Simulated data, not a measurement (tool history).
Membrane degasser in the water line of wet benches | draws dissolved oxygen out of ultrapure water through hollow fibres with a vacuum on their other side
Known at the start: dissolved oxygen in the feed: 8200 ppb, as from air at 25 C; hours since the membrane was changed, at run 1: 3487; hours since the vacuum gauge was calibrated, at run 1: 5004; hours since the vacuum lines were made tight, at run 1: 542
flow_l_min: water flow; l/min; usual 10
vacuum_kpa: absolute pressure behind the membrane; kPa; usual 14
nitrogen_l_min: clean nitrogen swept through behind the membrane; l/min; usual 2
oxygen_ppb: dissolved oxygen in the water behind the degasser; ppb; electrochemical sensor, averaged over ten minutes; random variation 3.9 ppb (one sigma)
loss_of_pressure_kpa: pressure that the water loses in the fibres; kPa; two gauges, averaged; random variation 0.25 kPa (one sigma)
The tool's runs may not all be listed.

run   hour  flow_l_min  vacuum_kpa  nitrogen_l_min  hours since the membrane was changed  hours since the vacuum gauge was calibrated  hours since the vacuum lines were made tight  oxygen_ppb  loss_of_pressure_kpa
  1      0          10          14               2                                  3487                                         5004                                           542       409.6                  67.5
  2  108.4          10          14             3.5                                  3596                                         5112                                           650         357                 67.96
  3  195.3          13          14               2                                  3682                                         5199                                           737       723.6                 87.98
  4  258.8          13          14               2                                  3746                                         5263                                           800       724.7                 87.78
  5  361.9          10         8.6               2                                  3849                                         5366                                           904       349.3                 67.72
  6  411.2          10         8.6               2                                  3898                                         5415                                           953         355                 67.94
  7  488.7          10         8.6            1.96                                  3976                                         5493                                          1030       353.1                 68.05
  8  564.9          10         8.6            1.96                                  4052                                         5569                                          1107       352.8                 68.02
  9  651.1          10          14               2                                  4138                                         5655                                          1193       416.8                 67.66

Forecast run 10:
 10  719.9          13          14            0.97                                  4207                                         5724                                          1262           ?                     ?

oxygen_ppb: 903.5 ppb
loss_of_pressure_kpa: 88.16 kPa
Without the tool's hidden state the same run would have given oxygen_ppb 852.1 ppb, loss_of_pressure_kpa 86.25 kPa.

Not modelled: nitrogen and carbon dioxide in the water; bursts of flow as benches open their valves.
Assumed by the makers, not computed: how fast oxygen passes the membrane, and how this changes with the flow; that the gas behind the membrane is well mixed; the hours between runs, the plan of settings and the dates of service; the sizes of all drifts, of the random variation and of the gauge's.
